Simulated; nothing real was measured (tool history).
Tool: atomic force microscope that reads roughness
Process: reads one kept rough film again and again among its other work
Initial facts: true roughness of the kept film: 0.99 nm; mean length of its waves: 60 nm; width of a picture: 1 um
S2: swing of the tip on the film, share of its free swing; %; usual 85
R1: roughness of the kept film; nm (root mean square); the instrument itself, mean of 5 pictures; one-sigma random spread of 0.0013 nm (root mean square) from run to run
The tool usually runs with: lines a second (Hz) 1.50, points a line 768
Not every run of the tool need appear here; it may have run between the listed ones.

{"run": 1, "hour": 0.0, "lines a second (Hz)": 1.5, "S2": 85, "points a line": 768, "R1": 0.83}
{"run": 2, "hour": 11.2, "lines a second (Hz)": 1.5, "S2": 85, "points a line": 768, "R1": 0.826}
{"run": 3, "hour": 20.6, "lines a second (Hz)": 1.5, "S2": 85, "points a line": 979, "R1": 0.827}
{"run": 4, "hour": 28.7, "lines a second (Hz)": 1.5, "S2": 85, "points a line": 979, "R1": 0.826}
{"run": 5, "hour": 38.4, "lines a second (Hz)": 1.5, "S2": 85, "points a line": 768, "R1": 0.826}
{"hour": 40.4, "done": "new tip fitted"}
{"run": 6, "hour": 52.2, "lines a second (Hz)": 1.5, "S2": 85, "points a line": 768, "R1": 0.825}
{"run": 7, "hour": 68.3, "lines a second (Hz)": 0.8, "S2": 85, "points a line": 578, "R1": 0.894}
{"run": 8, "hour": 76.0, "lines a second (Hz)": 0.78, "S2": 79, "points a line": 369, "R1": 0.916}
{"run": 9, "hour": 88.6, "lines a second (Hz)": 0.78, "S2": 79, "points a line": 369, "R1": 0.913}
{"run": 10, "hour": 99.0, "lines a second (Hz)": 1.96, "S2": 84, "points a line": 661, "R1": 0.794}
{"run": 11, "hour": 108.5, "lines a second (Hz)": 1.96, "S2": 84, "points a line": 661, "R1": 0.795}
{"run": 12, "hour": 124.6, "lines a second (Hz)": 1.55, "S2": 73, "points a line": 267, "R1": 0.886}

Consider 4 possible next runs. They are alternatives, not a sequence: every one starts from the tool as it was left by run 12. What does each give?
{"run": "A", "hour": 133.2, "lines a second (Hz)": 0.53, "S2": 62, "points a line": 322, "R1": "?"}
{"run": "B", "hour": 133.2, "lines a second (Hz)": 2.27, "S2": 85, "points a line": 768, "R1": "?"}
{"run": "C", "hour": 133.2, "lines a second (Hz)": 0.98, "S2": 73, "points a line": 267, "R1": "?"}
{"run": "D", "hour": 133.2, "lines a second (Hz)": 1.03, "S2": 83, "points a line": 510, "R1": "?"}

run=A R1=0.964
run=B R1=0.763
run=C R1=0.918
run=D R1=0.882
Stripped of hidden state, with their random variation kept, the same runs would have yielded:
run=A R1=0.965
run=B R1=0.764
run=C R1=0.918
run=D R1=0.882
